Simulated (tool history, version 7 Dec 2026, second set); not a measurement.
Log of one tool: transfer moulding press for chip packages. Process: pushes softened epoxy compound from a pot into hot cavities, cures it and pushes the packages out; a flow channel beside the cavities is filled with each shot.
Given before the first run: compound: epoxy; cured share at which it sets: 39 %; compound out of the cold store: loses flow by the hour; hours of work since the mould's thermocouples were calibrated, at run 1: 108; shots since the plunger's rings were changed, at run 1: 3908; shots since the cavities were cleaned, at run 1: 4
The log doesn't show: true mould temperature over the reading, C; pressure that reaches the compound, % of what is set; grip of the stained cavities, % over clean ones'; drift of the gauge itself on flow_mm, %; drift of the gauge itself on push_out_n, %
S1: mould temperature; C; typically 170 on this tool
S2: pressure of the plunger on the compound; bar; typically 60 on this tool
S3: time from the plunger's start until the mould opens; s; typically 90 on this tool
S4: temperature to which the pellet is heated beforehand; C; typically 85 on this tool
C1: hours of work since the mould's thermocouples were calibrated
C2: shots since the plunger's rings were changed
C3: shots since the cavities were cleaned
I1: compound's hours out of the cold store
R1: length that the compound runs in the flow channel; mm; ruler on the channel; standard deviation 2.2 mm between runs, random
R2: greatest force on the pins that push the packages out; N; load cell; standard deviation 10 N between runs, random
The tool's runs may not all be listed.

run,hour,S1,S2,S3,S4,C1,C2,C3,I1,R1,R2
1,0,170,60,90,85,108,3908,4,32.3,571,456
2,51.1,170,60,90,85,138,4531,627,45.8,536,711
# hour 89: cavities cleaned with cleaning compound and waxed
# hour 104.9: plunger's sealing rings changed
3,119.7,170,60,90,85,177,180,344,26.4,602,711
# hour 174.2: cavities cleaned with cleaning compound and waxed
4,198.2,170,55.2,90,85,223,1120,292,12.2,609,734
5,250.8,170,55.2,90,85,255,1761,933,38.3,543,767
# hour 256.8: cavities cleaned with cleaning compound and waxed
6,330.1,170,55.2,118,85,301,2710,894,19.1,585,631
# hour 341.5: cavities cleaned with cleaning compound and waxed
7,366.8,170,55.2,118,85,322,3140,308,12,599,557
8,410.9,170,55.2,118,88,349,3678,846,25.7,563,643
# hour 425.1: cavities cleaned with cleaning compound and waxed
9,457.4,170,60,90,85,376,4228,394,35.3,561,726
10,501.9,170,60,90,85,402,4771,937,26.7,580,778
# hour 509.1: cavities cleaned with cleaning compound and waxed
# hour 534.8: plunger's sealing rings changed
11,546.1,170,60,80,85,426,137,421,41.1,566,843
# hour 595.2: cavities cleaned with cleaning compound and waxed
12,627.4,170,60,85,85,474,1111,393,43.4,554,748
# hour 682.2: cavities cleaned with cleaning compound and waxed
13,684.3,178,60,90,85,507,1786,24,22.2,576,415
# hour 765.2: cavities cleaned with cleaning compound and waxed
14,767.9,178,60,90,85,556,2788,32,46,522,393
# hour 849: cavities cleaned with cleaning compound and waxed
15,849,178,60,90,85,604,3759,0,44.7,523,396
# hour 874.4: mould's thermocouples calibrated
16,897.1,169,60,90,80,14,4322,563,47.1,540,759
# hour 937.4: cavities cleaned with cleaning compound and waxed
17,955.5,169,60,90,81,48,5016,220,39,553,685
# hour 968.1: plunger's sealing rings changed
# hour 1021.4: cavities cleaned with cleaning compound and waxed
18,1039.4,170,60,90,81,95,851,219,21,613,672
19,1087.3,164,60,103,85,124,1435,803,37.3,591,873
# hour 1108.9: cavities cleaned with cleaning compound and waxed
20,1130.1,163,60,90,85,149,1939,258,13.5,655,1154
21,1187.7,163,60,90,85,183,2642,961,31,604,1275
# hour 1193.4: cavities cleaned with cleaning compound and waxed
22,1253.6,172,61.8,90,75,222,3427,734,9.6,632,729
# hour 1280.9: cavities cleaned with cleaning compound and waxed
23,1328.5,175,61.8,81,75,266,4323,580,45.3,534,691
# hour 1364.6: cavities cleaned with cleaning compound and waxed
24,1365.8,170,60,76,86,287,4760,15,13.3,616,702
# hour 1400.4: plunger's sealing rings changed
25,1422.5,170,46.4,101,91,319,269,676,9.4,568,693
# hour 1449.6: cavities cleaned with cleaning compound and waxed
26,1480.8,171,48.7,90,78,353,962,381,10.5,577,684

Selected run-to-run steps in R1, each split into two signed amounts: the part the tool would show with no hidden state at all (from settings, incoming material and random variation), and the remainder, which goes to the hidden state together with any gauge scatter not common to the measured and the hidden-state-free results:
Run 10 -> 11: S3 90 -> 80, cavities cleaned with cleaning compound and waxed, plunger's sealing rings changed. R1 -14 mm: hidden state +22, all else -36.
Run 22 -> 23: S1 172 -> 175, S3 90 -> 81, cavities cleaned with cleaning compound and waxed. R1 -98 mm: hidden state +0, all else -98.
Run 23 -> 24: S1 175 -> 170, S2 61.8 -> 60, S3 81 -> 76, S4 75 -> 86, cavities cleaned with cleaning compound and waxed. R1 +82 mm: hidden state -5, all else +87.
Run 24 -> 25: S2 60 -> 46.4, S3 76 -> 101, S4 86 -> 91, plunger's sealing rings changed. R1 -48 mm: hidden state +21, all else -69.
